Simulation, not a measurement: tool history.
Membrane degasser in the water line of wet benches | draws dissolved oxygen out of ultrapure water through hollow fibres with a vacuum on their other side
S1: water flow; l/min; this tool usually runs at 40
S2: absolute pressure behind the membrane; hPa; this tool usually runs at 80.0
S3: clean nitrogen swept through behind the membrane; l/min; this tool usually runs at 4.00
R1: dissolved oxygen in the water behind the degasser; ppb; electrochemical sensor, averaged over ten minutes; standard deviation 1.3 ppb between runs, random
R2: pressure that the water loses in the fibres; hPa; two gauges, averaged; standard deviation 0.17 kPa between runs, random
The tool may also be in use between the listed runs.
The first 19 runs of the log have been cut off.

Run 20, day 89.992: usual settings but S2 96.2 hPa, S3 7.33 l/min. Result: R1 120.5 ppb, R2 312.0 hPa.
Run 21, day 94.150: usual settings but S1 55 l/min, S2 81.0 hPa, S3 2.71 l/min. Result: R1 310.3 ppb, R2 424.3 hPa.
Run 22, day 99.000: usual settings but S1 55 l/min, S2 81.0 hPa, S3 2.71 l/min. Result: R1 313.4 ppb, R2 429.2 hPa.
Run 23, day 102.392: usual settings but S1 57 l/min, S2 81.0 hPa, S3 2.05 l/min. Result: R1 391.3 ppb, R2 440.6 hPa.
Run 24, day 105.488: usual settings but S1 57 l/min, S2 81.0 hPa, S3 2.05 l/min. Result: R1 387.4 ppb, R2 446.4 hPa.
Run 25, day 109.262: usual settings but S1 57 l/min, S2 81.0 hPa, S3 2.05 l/min. Result: R1 385.2 ppb, R2 447.0 hPa.
Run 26, day 112.667: usual settings but S1 30 l/min, S2 82.0 hPa, S3 7.30 l/min. Result: R1 65.5 ppb, R2 234.7 hPa.
Run 27, day 116.592: usual settings but S1 30 l/min, S2 82.0 hPa, S3 7.30 l/min. Result: R1 65.6 ppb, R2 232.7 hPa.
Run 28, day 119.879: usual settings but S1 42 l/min, S2 76.3 hPa, S3 7.30 l/min. Result: R1 105.5 ppb, R2 327.1 hPa.
Run 29, day 126.017: usual settings but S2 95.1 hPa, S3 4.91 l/min. Result: R1 160.8 ppb, R2 313.5 hPa.
Run 30, day 131.879: usual settings but S3 9.52 l/min. Result: R1 87.0 ppb, R2 315.0 hPa.
Run 31, day 136.583: usual settings but S1 31 l/min, S3 4.59 l/min. Result: R1 99.4 ppb, R2 240.9 hPa.
Run 32, day 139.296: usual settings but S1 31 l/min, S2 145.8 hPa, S3 5.46 l/min. Result: R1 175.2 ppb, R2 245.1 hPa.

Alternative continuations, all from the tool just after run 32; predict every row:
Run A, day 144.321: usual settings but S1 27 l/min, S2 185.5 hPa, S3 1.79 l/min. Result: R1 ?, R2 ?.
Run B, day 144.321: usual settings but S1 58 l/min, S2 145.8 hPa, S3 3.45 l/min. Result: R1 ?, R2 ?.
Run C, day 144.321: usual settings but S3 6.15 l/min. Result: R1 ?, R2 ?.
Run D, day 144.321: usual settings but S1 34 l/min, S2 142.8 hPa, S3 5.46 l/min. Result: R1 ?, R2 ?.

run     R1     R2
  A  539.4  210.7
  B  526.4  457.2
  C  115.5  315.2
  D  191.4  267.9
Take away the tool's hidden state, keep each run's random variation, and the runs would have read:
run     R1     R2
  A  513.2  191.1
  B  473.3  414.8
  C   92.5  285.9
  D  173.2  243.1
